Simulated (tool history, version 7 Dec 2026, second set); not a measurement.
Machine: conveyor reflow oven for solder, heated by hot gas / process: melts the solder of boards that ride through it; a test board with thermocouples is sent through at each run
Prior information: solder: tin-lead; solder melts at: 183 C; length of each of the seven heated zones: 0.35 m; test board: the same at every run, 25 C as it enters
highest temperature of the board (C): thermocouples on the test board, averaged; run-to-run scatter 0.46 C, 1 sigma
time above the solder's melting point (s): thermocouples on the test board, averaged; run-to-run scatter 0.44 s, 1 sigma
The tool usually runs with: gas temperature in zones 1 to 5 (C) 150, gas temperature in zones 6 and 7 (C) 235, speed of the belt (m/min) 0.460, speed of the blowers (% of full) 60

run,day,gas temperature in zones 1 to 5 (C),gas temperature in zones 6 and 7 (C),speed of the belt (m/min),speed of the blowers (% of full),highest temperature of the board (C),time above the solder's melting point (s)
1,0.000,150,235,0.460,60,217.8,75.7
2,0.312,150,235,0.460,60,218.4,74.8
3,0.575,150,235,0.460,60,218.4,74.3
4,0.875,150,235,0.460,60,218.4,74.8
5,1.071,150,223,0.460,60,208.1,64.4
6,1.538,150,235,0.460,52,216.2,71.1
7,1.954,162,235,0.460,52,218.6,81.8
8,2.154,162,235,0.460,52,217.9,81.0
9,2.492,162,235,0.460,52,217.8,81.1
10,2.729,162,235,0.460,52,218.3,81.3
11,3.038,162,235,0.460,52,218.1,81.2
12,3.383,162,235,0.460,52,218.0,81.2
13,3.588,162,235,0.460,52,217.7,81.0
14,3.871,162,235,0.460,52,218.0,80.6
15,4.104,160,235,0.399,52,221.8,96.6
16,4.533,160,235,0.399,52,221.2,96.8
17,4.938,150,235,0.460,62,218.0,75.3
18,5.375,156,235,0.460,60,218.4,78.6
19,5.642,150,244,0.460,78,230.3,84.9
20,5.842,150,223,0.460,59,207.5,64.0
21,6.142,150,241,0.396,65,229.6,96.5
22,6.500,150,242,0.396,71,230.9,97.3
23,6.842,150,242,0.396,90,233.9,99.5
24,7.071,150,236,0.460,76,223.5,79.8
25,7.317,152,235,0.460,76,222.0,79.7
26,7.700,152,242,0.460,76,228.7,83.3
27,8.050,152,224,0.460,52,207.8,63.3
28,8.342,152,224,0.460,52,206.7,63.3

4 options for the next run, each taken on its own from the tool as it stands now. Forecast them:
A,8.625,153,224,0.503,61,?,?
B,8.625,150,224,0.460,52,?,?
C,8.625,141,224,0.420,51,?,?
D,8.625,152,244,0.449,52,?,?

run,highest temperature of the board (C),time above the solder's melting point (s)
A,206.8,59.0
B,206.4,60.9
C,207.9,63.1
D,223.6,81.7
Stripped of hidden state, with their random variation kept, the same runs would have yielded:
run,highest temperature of the board (C),time above the solder's melting point (s)
A,208.1,60.6
B,207.7,62.5
C,209.2,64.9
D,225.0,82.5
